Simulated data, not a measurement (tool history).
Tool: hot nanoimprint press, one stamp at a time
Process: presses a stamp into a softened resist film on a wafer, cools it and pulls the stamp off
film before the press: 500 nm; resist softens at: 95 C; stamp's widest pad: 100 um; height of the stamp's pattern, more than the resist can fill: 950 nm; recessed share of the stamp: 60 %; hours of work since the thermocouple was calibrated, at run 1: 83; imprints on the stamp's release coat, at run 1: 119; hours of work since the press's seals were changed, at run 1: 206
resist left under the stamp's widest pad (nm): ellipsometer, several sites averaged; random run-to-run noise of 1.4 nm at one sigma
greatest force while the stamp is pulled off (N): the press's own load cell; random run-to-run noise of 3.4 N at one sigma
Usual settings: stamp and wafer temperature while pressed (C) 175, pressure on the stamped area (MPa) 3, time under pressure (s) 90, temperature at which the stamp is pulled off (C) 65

run	day	stamp and wafer temperature while pressed (C)	pressure on the stamped area (MPa)	time under pressure (s)	temperature at which the stamp is pulled off (C)	hours of work since the thermocouple was calibrated	imprints on the stamp's release coat	hours of work since the press's seals were changed	resist left under the stamp's widest pad (nm)	greatest force while the stamp is pulled off (N)
1	0	175	3	90	65	83	119	206	216.7	166
2	0.388	175	3	90	65	89	139	212	214.2	160
3	0.604	175	3	90	65	93	149	216	215.4	165
4	0.858	175	3	90	65	97	162	220	214.7	161
5	1.225	170	3	90	65	103	180	226	249.3	164
6	1.433	170	3	65	65	106	191	229	277.5	162
7	1.821	170	3	65	65	113	210	236	276.3	170
8	2.192	170	3	65	65	119	228	242	274.6	167
9	2.508	175	3	90	65	124	244	247	216.9	164
10	2.842	175	3	90	65	129	261	252	218.9	174
11	3.075	175	3	90	65	133	272	256	216.7	165
12	3.267	175	3	90	65	136	282	259	215.6	167
13	3.654	175	3	90	65	142	301	265	214.4	170
14	3.971	175	2.91	90	65	148	317	270	219.6	168
15	4.3	175	3	90	65	153	333	276	215.2	169
16	4.571	185	3	134	54	157	347	280	142.9	210
17	4.825	187	2.52	76	56	161	360	284	185.8	205
18	5.196	187	2.52	76	56	167	378	290	184	207
19	5.562	175	1.87	81	65	173	396	296	280	165
20	5.729	172	2.58	58	50	176	405	299	293.5	228
21	6.058	172	2.58	58	50	181	421	304	295.6	241
22	6.35	175	3.19	51	56	186	436	309	259.1	199
23	6.571	175	3.19	51	56	190	447	313	255.8	205
24	6.921	175	3.19	90	53	195	464	318	212.3	210
25	7.112	175	3.19	90	53	198	474	321	212.6	218
26	7.446	175	3.19	90	53	204	490	327	213.1	216
27	7.604	181	3	75	58	206	498	329	197.2	199
28	7.9	175	2.89	80	65	211	513	334	231.2	163
29	8.279	181	1.87	134	61	217	532	340	203.5	189
30	8.496	185	2.49	90	65	221	543	344	185.6	166

Consider 4 possible next runs. They are alternatives, not a sequence: every one starts from the tool as it was left by run 30. What does each give?
A	8.846	169	4.57	90	68	227	560	349	?	?
B	8.846	164	2.97	90	65	227	560	349	?	?
C	8.846	186	2.49	90	65	227	560	349	?	?
D	8.846	185	3	79	64	227	560	349	?	?

run	resist left under the stamp's widest pad (nm)	greatest force while the stamp is pulled off (N)
A	214.5	161
B	301.2	169
C	178.6	166
D	175.7	178
What these runs would have given with no unlogged condition in the tool:
run	resist left under the stamp's widest pad (nm)	greatest force while the stamp is pulled off (N)
A	209.1	153
B	295.7	161
C	175.5	158
D	172.4	169
